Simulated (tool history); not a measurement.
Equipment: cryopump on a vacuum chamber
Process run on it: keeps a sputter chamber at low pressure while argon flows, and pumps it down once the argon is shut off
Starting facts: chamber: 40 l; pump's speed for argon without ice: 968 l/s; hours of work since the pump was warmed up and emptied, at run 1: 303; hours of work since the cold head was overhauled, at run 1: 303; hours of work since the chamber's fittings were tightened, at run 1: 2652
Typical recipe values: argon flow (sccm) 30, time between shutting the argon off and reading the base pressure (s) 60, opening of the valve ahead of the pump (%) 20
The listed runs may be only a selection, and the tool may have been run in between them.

run	hour	argon flow (sccm)	time between shutting the argon off and reading the base pressure (s)	opening of the valve ahead of the pump (%)	hours of work since the pump was warmed up and emptied	hours of work since the cold head was overhauled	hours of work since the chamber's fittings were tightened	pressure while argon flows (Pa)	pressure after the wait (uPa)
1	0	30	60	20	303	303	2652	0.2662	2.86
2	31.4	30	60	20	316	316	2665	0.2687	2.83
3	58.2	30	60	20	327	327	2677	0.2668	2.95
4	90.8	49	60	20	340	340	2690	0.4317	2.83
5	133.6	49	60	20	358	358	2708	0.44	2.86
6	162.2	49	60	20	370	370	2720	0.4382	2.9
7	184.5	49	60	20	379	379	2729	0.4374	2.93
8	217.8	49	60	20	393	393	2743	0.4386	3.03
9	251.7	49	60	20	407	407	2757	0.4374	2.96
10	271.8	30	60	20	416	416	2766	0.2662	2.94
11	298	30	60	19	427	427	2776	0.2829	2.99
12	327.9	30	60	21	439	439	2789	0.2559	2.99
13	358.4	30	60	21	452	452	2802	0.2558	3.03
14	382.4	30	60	21	462	462	2812	0.2573	2.96
15	417.5	36	35	16	476	476	2826	0.405	4.16
16	461.6	36	35	16	495	495	2845	0.4032	4.11
17	486.4	30	60	43	505	505	2855	0.1289	3.01
18	527.7	46	31	22	522	522	2872	0.3801	4.49
19	552.1	46	159	31	532	532	2882	0.272	2.02
20	590.4	58	23	31	548	548	2898	0.3439	5.55
21	611.7	13	60	20	557	557	2907	0.116	3.12
22	642.2	13	274	23	570	570	2920	0.1034	1.85

Predict each of these 4 candidate next runs independently; none follows another, all start after run 22:
A	667.2	34	66	56	580	580	2930	?	?
B	667.2	52	116	22	580	580	2930	?	?
C	667.2	13	101	23	580	580	2930	?	?
D	667.2	36	60	20	580	580	2930	?	?

run	pressure while argon flows (Pa)	pressure after the wait (uPa)
A	0.1166	2.94
B	0.4258	2.32
C	0.1024	2.43
D	0.3249	3.11
Without the tool's unlogged condition, the same runs would have read:
run	pressure while argon flows (Pa)	pressure after the wait (uPa)
A	0.1056	1.75
B	0.4091	1.14
C	0.0983	1.26
D	0.3134	1.91
